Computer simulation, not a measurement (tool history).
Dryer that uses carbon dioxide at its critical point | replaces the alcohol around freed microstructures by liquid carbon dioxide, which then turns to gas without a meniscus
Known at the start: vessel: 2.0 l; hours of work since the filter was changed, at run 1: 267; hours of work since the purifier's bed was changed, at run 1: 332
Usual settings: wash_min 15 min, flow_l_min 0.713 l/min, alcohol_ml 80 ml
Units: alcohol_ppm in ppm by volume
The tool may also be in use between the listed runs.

run	hour	wash_min	flow_l_min	alcohol_ml	hours of work since the filter was changed	hours of work since the purifier's bed was changed	alcohol_ppm
1	0.0	15	0.713	80	267	332	731
2	19.4	15	0.713	80	280	345	728
3	35.9	15	0.713	80	291	356	747
4	62.3	15	0.713	80	308	373	775
5	77.5	15	0.713	80	318	383	779
6	106.5	15	0.713	80	337	402	810
# hour 129.4: inlet filter changed
7	129.4	15	0.713	80	0	417	459
8	145.6	15	0.713	80	11	428	474
9	167.8	15	0.713	78	25	442	470
10	193.0	15	0.713	78	42	459	494
11	205.0	15	0.713	80	50	467	522
12	219.4	15	0.713	80	59	476	525
13	231.9	15	0.647	80	67	484	749
14	254.3	22	0.713	80	82	499	165
15	283.2	22	0.713	80	101	518	169
16	296.7	22	0.713	80	110	527	176
17	325.0	22	0.713	80	129	546	190
18	349.0	22	0.713	80	145	561	186
19	367.2	15	0.524	80	157	573	1684
20	394.1	15	0.524	80	174	591	1722
21	410.6	15	0.524	80	185	602	1769
22	439.1	15	0.524	99	204	621	2233
23	462.2	15	0.524	99	219	636	2292
24	479.1	15	0.524	99	230	647	2310
25	509.0	15	0.524	99	250	667	2388
26	527.2	15	0.452	80	262	679	2969
27	557.2	15	0.452	80	282	699	2984
28	581.2	15	0.452	80	297	714	3073
29	598.3	15	0.452	80	309	726	3130
30	619.6	18	0.713	80	323	740	490
31	634.2	13	0.736	38	332	749	704
32	661.0	15	0.538	115	350	767	2969
# hour 665.5: inlet filter changed
33	691.6	15	0.538	115	17	786	1791
34	718.6	15	0.538	115	35	804	1834
35	747.1	15	0.538	115	54	823	1929
36	761.5	15	0.538	37	63	832	735
37	784.9	15	0.605	27	79	848	467
38	798.6	15	0.569	80	88	857	1238
39	825.3	13	0.707	80	105	874	1084
40	848.7	12	0.707	29	121	890	595
41	868.6	15	1.051	80	134	903	268
42	894.8	15	1.203	63	151	920	218
43	918.9	15	1.203	63	167	936	222
44	940.2	18	0.924	37	181	950	227
45	960.0	17	1.133	37	194	963	209
46	978.4	10	0.708	37	206	975	1310
47	1002.8	15	0.763	36	222	991	406

Forecast each of these 4 alternatives for the next run:
A	1025.4	15	0.763	86	237	1006	?
B	1025.4	13	1.009	97	237	1006	?
C	1025.4	9	0.713	83	237	1006	?
D	1025.4	22	0.487	80	237	1006	?

run	alcohol_ppm
A	714
B	527
C	3583
D	780
Without the tool's hidden state the same runs would have given:
run	alcohol_ppm
A	298
B	175
C	2486
D	339
